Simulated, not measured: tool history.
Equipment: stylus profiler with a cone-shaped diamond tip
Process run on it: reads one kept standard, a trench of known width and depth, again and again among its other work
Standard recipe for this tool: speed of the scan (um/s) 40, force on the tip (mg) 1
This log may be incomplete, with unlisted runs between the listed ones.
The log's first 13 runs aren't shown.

| run | hour | speed of the scan (um/s) | force on the tip (mg) | scans with this tip | hours of work since the height scale was calibrated | depth of the trench (angstrom) | width of the trench's floor (nm) |
|---|---|---|---|---|---|---|---|
| 14 | 142.9 | 12 | 1.94 | 3826 | 317 | 1009.2 | 28420 |
| 15 | 153.6 | 12 | 1.94 | 3887 | 322 | 1008.5 | 28410 |
| 16 | 166.5 | 12 | 1.94 | 3961 | 328 | 1008 | 28450 |
|  | 167.7 | height scale calibrated on a step standard |
| 17 | 177.9 | 40 | 0.35 | 4024 | 5 | 1003.6 | 28150 |
| 18 | 187.2 | 80 | 1.54 | 4077 | 9 | 1008.4 | 28150 |
| 19 | 197.5 | 13 | 1.54 | 4136 | 14 | 1006.3 | 28500 |
| 20 | 204.3 | 84 | 1.54 | 4176 | 17 | 1007.6 | 28120 |
|  | 215.1 | height scale calibrated on a step standard, once more |
| 21 | 217.1 | 84 | 1.54 | 4246 | 1 | 1005.6 | 28090 |
| 22 | 225.2 | 48 | 1.26 | 4293 | 5 | 1005.4 | 28240 |
| 23 | 236.1 | 38 | 1.86 | 4356 | 10 | 1007.8 | 28340 |
| 24 | 243.3 | 38 | 1.86 | 4397 | 13 | 1006.4 | 28350 |
| 25 | 249.8 | 62 | 0.57 | 4434 | 16 | 1003.7 | 28090 |
| 26 | 258.5 | 64 | 1.47 | 4484 | 21 | 1006.6 | 28250 |
| 27 | 265.3 | 64 | 1.47 | 4523 | 24 | 1007.3 | 28140 |
| 28 | 273.7 | 64 | 1.47 | 4571 | 28 | 1005.3 | 28230 |
| 29 | 286.4 | 22 | 0.36 | 4644 | 34 | 1000.5 | 28290 |
| 30 | 295.1 | 15 | 0.97 | 4694 | 38 | 1005.5 | 28350 |
| 31 | 304.5 | 46 | 0.57 | 4748 | 42 | 1000.7 | 28140 |

Predict each of these 5 candidate next runs independently; none follows another, all start after run 31:
| A | 316.2 | 31 | 0.94 | 4815 | 48 | ? | ? |
| B | 316.2 | 37 | 0.81 | 4815 | 48 | ? | ? |
| C | 316.2 | 12 | 0.37 | 4815 | 48 | ? | ? |
| D | 316.2 | 14 | 0.4 | 4815 | 48 | ? | ? |
| E | 316.2 | 18 | 1 | 4815 | 48 | ? | ? |

| run | depth of the trench (angstrom) | width of the trench's floor (nm) |
|---|---|---|
| A | 1002.7 | 28280 |
| B | 1004.5 | 28210 |
| C | 1000.8 | 28440 |
| D | 1003 | 28330 |
| E | 1005.6 | 28380 |
Had the tool no hidden state, the same runs would have come out as:
| run | depth of the trench (angstrom) | width of the trench's floor (nm) |
|---|---|---|
| A | 1002.7 | 28420 |
| B | 1004.5 | 28360 |
| C | 1000.8 | 28590 |
| D | 1003 | 28470 |
| E | 1005.6 | 28530 |

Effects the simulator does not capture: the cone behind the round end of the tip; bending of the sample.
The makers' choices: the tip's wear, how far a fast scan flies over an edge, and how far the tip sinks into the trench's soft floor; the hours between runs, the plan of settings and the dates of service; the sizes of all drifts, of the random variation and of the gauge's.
